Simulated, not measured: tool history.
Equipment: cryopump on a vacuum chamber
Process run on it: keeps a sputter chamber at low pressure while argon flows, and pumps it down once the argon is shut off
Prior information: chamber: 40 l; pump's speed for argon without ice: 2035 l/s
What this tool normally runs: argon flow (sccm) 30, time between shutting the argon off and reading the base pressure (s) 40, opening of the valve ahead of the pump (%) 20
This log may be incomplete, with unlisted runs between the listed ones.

run,hour,argon flow (sccm),time between shutting the argon off and reading the base pressure (s),opening of the valve ahead of the pump (%),pressure while argon flows (Pa),pressure after the wait (uPa)
1,0.0,30,40,20,0.1303,1.65
2,69.7,30,40,20,0.1302,1.63
3,196.3,30,40,34,0.0790,1.68
4,301.7,30,40,20,0.1318,1.79
5,417.6,31,40,20,0.1350,1.79
6,515.5,31,40,20,0.1375,1.86
7,573.8,31,40,20,0.1364,1.87
8,627.6,31,40,20,0.1368,1.88
# hour 648.2: pump warmed up, emptied and cooled again
9,748.9,31,40,20,0.1304,1.65
# hour 814.3: leaking fittings of the chamber tightened, without venting
10,836.0,31,40,20,0.1312,1.01
11,891.5,31,96,20,0.1309,0.55
12,964.8,51,40,20,0.2144,1.03
13,1051.9,51,40,20,0.2147,1.08
14,1157.1,51,40,20,0.2161,1.07
15,1231.8,51,40,20,0.2180,1.10
16,1295.2,51,40,20,0.2176,1.12
17,1407.3,51,40,20,0.2203,1.16
18,1463.8,55,40,32,0.1499,1.19
19,1545.4,30,22,20,0.1296,1.82
20,1641.7,29,126,20,0.1262,0.72
21,1761.1,52,234,22,0.2064,0.63
22,1852.8,38,263,24,0.1394,0.64
23,1925.3,19,24,24,0.0705,1.88
24,2042.4,44,40,17,0.2270,1.37
25,2140.4,44,40,17,0.2275,1.38
# hour 2251.8: pump warmed up, emptied and cooled again
26,2251.8,21,53,20,0.0880,1.12
27,2359.4,16,105,20,0.0668,0.87
28,2439.4,17,40,55,0.0270,1.41
29,2526.9,30,221,27,0.0940,0.73
30,2646.2,53,64,37,0.1234,1.12
31,2724.0,53,64,17,0.2636,1.15
32,2796.1,30,108,36,0.0720,1.00
33,2903.0,38,30,42,0.0787,1.81
34,2998.3,13,40,29,0.0391,1.54

Below are 4 alternative next runs, each starting from the tool's condition after run 34. Predict each:
A,3069.3,13,220,22,?,?
B,3069.3,19,120,44,?,?
C,3069.3,38,32,17,?,?
D,3069.3,13,40,55,?,?

run,pressure while argon flows (Pa),pressure after the wait (uPa)
A,0.0505,0.92
B,0.0377,1.04
C,0.1910,1.71
D,0.0212,1.58
Had the tool no hidden state, the same runs would have come out as:
run,pressure while argon flows (Pa),pressure after the wait (uPa)
A,0.0486,0.27
B,0.0349,0.40
C,0.1853,1.09
D,0.0193,0.95
